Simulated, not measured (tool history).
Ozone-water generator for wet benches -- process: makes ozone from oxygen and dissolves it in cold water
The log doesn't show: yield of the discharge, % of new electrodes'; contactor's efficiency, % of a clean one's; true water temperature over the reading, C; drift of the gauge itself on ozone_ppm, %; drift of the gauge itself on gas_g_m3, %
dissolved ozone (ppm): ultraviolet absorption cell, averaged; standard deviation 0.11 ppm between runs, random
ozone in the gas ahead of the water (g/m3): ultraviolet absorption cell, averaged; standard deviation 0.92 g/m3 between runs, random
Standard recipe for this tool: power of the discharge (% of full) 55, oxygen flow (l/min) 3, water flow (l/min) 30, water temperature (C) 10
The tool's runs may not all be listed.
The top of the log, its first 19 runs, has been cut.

| run | hour | power of the discharge (% of full) | oxygen flow (l/min) | water flow (l/min) | water temperature (C) | hours of work since the electrodes were changed | hours of work since the contactor was cleaned | hours of work since the thermometer was calibrated | dissolved ozone (ppm) | ozone in the gas ahead of the water (g/m3) |
|---|---|---|---|---|---|---|---|---|---|---|
| 20 | 1617.3 | 64 | 2.4 | 30 | 10 | 5481 | 3387 | 3184 | 8.1 | 170.7 |
| 21 | 1713.2 | 73 | 3 | 37 | 11 | 5576 | 3483 | 3280 | 7.4 | 167.6 |
| 22 | 1773.7 | 73 | 3 | 37 | 11 | 5636 | 3543 | 3340 | 7.3 | 166.7 |
| 23 | 1887.4 | 73 | 3 | 37 | 11 | 5749 | 3656 | 3453 | 7.3 | 165.6 |
| 24 | 1947.9 | 73 | 3.46 | 37 | 11 | 5810 | 3716 | 3514 | 7.7 | 154.9 |
| 25 | 2056.6 | 55 | 2.66 | 30 | 10 | 5918 | 3825 | 3622 | 7.5 | 147.8 |
| 26 | 2152.4 | 76 | 4.56 | 40 | 14 | 6013 | 3920 | 3717 | 8.1 | 138.7 |
| 27 | 2244.1 | 76 | 4.56 | 40 | 14 | 6104 | 4011 | 3808 | 7.6 | 139.2 |
| 28 | 2352.7 | 55 | 3 | 34 | 7 | 6213 | 4119 | 3916 | 6.9 | 140.6 |
| 29 | 2462.9 | 55 | 3 | 34 | 7 | 6322 | 4229 | 4026 | 7 | 138.7 |
| 30 | 2580.2 | 54 | 3 | 32 | 10 | 6439 | 4346 | 4143 | 7.2 | 136.7 |
| 31 | 2666.6 | 54 | 3 | 32 | 10 | 6525 | 4431 | 4229 | 7.4 | 138 |
| 32 | 2722.5 | 54 | 3 | 32 | 10 | 6581 | 4487 | 4284 | 7.1 | 137.6 |

Forecast each of these 3 alternatives for the next run:
|  | 2800.9 | water thermometer calibrated |
| A | 2805.9 | 54 | 1.84 | 32 | 10 | 6663 | 4570 | 5 | ? | ? |
|  | 2800.9 | water thermometer calibrated |
| B | 2805.9 | 54 | 3 | 32 | 14 | 6663 | 4570 | 5 | ? | ? |
|  | 2800.9 | water thermometer calibrated |
| C | 2805.9 | 71 | 1.67 | 32 | 5 | 6663 | 4570 | 5 | ? | ? |

| run | dissolved ozone (ppm) | ozone in the gas ahead of the water (g/m3) |
|---|---|---|
| A | 5.9 | 172.9 |
| B | 7.2 | 135.6 |
| C | 6.7 | 207.5 |
Stripped of hidden state, with their random variation kept, the same runs would have yielded:
| run | dissolved ozone (ppm) | ozone in the gas ahead of the water (g/m3) |
|---|---|---|
| A | 6.8 | 191.3 |
| B | 8.2 | 150.1 |
| C | 7.8 | 234.2 |
